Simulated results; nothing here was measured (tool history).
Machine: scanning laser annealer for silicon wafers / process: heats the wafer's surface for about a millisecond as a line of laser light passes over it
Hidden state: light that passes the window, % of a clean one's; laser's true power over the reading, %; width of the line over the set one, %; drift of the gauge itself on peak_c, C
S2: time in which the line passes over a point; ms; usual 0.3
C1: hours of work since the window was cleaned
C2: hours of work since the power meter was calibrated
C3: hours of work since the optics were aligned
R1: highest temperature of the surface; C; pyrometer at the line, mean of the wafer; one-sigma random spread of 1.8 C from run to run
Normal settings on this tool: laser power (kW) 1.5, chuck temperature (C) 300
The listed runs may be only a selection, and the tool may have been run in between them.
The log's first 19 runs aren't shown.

Run 20, hour 614: usual settings but S2 0.251 ms, chuck temperature (C) 293; C1 407; C2 732; C3 16. Result: R1 935 C.
Run 21, hour 656.5: usual settings but laser power (kW) 1.373, S2 0.215 ms, chuck temperature (C) 324; C1 426; C2 751; C3 36. Result: R1 861 C.
Run 22, hour 680.4: usual settings but laser power (kW) 1.373, S2 0.215 ms, chuck temperature (C) 324; C1 437; C2 762; C3 47. Result: R1 861 C.
Run 23, hour 714.4: usual settings but laser power (kW) 1.373, S2 0.215 ms, chuck temperature (C) 324; C1 453; C2 778; C3 62. Result: R1 859 C.
Run 24, hour 749.7: usual settings but laser power (kW) 1.588, chuck temperature (C) 335; C1 469; C2 794; C3 79. Result: R1 1081 C.
Run 25, hour 783.5: usual settings but laser power (kW) 1.424, S2 0.377 ms, chuck temperature (C) 338; C1 485; C2 810; C3 94. Result: R1 1070 C.
Run 26, hour 810.4: usual settings but laser power (kW) 1.424, S2 0.377 ms, chuck temperature (C) 338; C1 497; C2 822; C3 107. Result: R1 1070 C.
Run 27, hour 854.5: usual settings but laser power (kW) 1.424, S2 0.377 ms, chuck temperature (C) 335; C1 518; C2 843; C3 127. Result: R1 1067 C.
Run 28, hour 880.2: usual settings but laser power (kW) 1.52, S2 0.213 ms, chuck temperature (C) 318; C1 529; C2 855; C3 139. Result: R1 919 C.
Run 29, hour 913.7: usual settings but laser power (kW) 1.52, S2 0.213 ms, chuck temperature (C) 318; C1 545; C2 870; C3 154. Result: R1 916 C.
Run 30, hour 940.9: usual settings but laser power (kW) 1.312, S2 0.233 ms, chuck temperature (C) 270; C1 558; C2 883; C3 167. Result: R1 793 C.
Run 31, hour 964.3: usual settings but laser power (kW) 1.3, S2 0.233 ms, chuck temperature (C) 265; C1 568; C2 893; C3 178. Result: R1 786 C.
Run 32, hour 995: usual settings; C1 582; C2 908; C3 192. Result: R1 998 C.
Run 33, hour 1029.2: usual settings but laser power (kW) 1.596, S2 0.228 ms, chuck temperature (C) 296; C1 598; C2 923; C3 208. Result: R1 946 C.
Run 34, hour 1059.1: usual settings but laser power (kW) 1.412, S2 0.286 ms, chuck temperature (C) 334; C1 612; C2 937; C3 221. Result: R1 964 C.
Run 35, hour 1096.7: usual settings but laser power (kW) 1.386, S2 0.258 ms; C1 629; C2 955; C3 239. Result: R1 887 C.
Run 36, hour 1131.2: usual settings but S2 0.31 ms, chuck temperature (C) 284; C1 645; C2 970; C3 255. Result: R1 988 C.
Run 37, hour 1164: usual settings but laser power (kW) 1.489, S2 0.222 ms, chuck temperature (C) 284; C1 660; C2 986; C3 270. Result: R1 875 C.

Here are 5 independent what-if runs from the current tool condition. What would each one return?
Run A, hour 1206.5: usual settings but S2 0.289 ms; C1 680; C2 1005; C3 289. Result: R1 ?.
Run B, hour 1206.5: usual settings but laser power (kW) 1.489, S2 0.222 ms, chuck temperature (C) 311; C1 680; C2 1005; C3 289. Result: R1 ?.
Run C, hour 1206.5: usual settings but laser power (kW) 1.3; C1 680; C2 1005; C3 289. Result: R1 ?.
Run D, hour 1206.5: usual settings but laser power (kW) 1.435, S2 0.222 ms, chuck temperature (C) 276; C1 680; C2 1005; C3 289. Result: R1 ?.
Run E, hour 1206.5: usual settings but laser power (kW) 1.326, S2 0.314 ms; C1 680; C2 1005; C3 289. Result: R1 ?.

run   R1
  A  980
  B  902
  C  883
  D  842
  E  911
The same runs, with their run-to-run variation unchanged, on a tool lacking any hidden condition would have given:
run    R1
  A  1006
  B   925
  C   906
  D   864
  E   935

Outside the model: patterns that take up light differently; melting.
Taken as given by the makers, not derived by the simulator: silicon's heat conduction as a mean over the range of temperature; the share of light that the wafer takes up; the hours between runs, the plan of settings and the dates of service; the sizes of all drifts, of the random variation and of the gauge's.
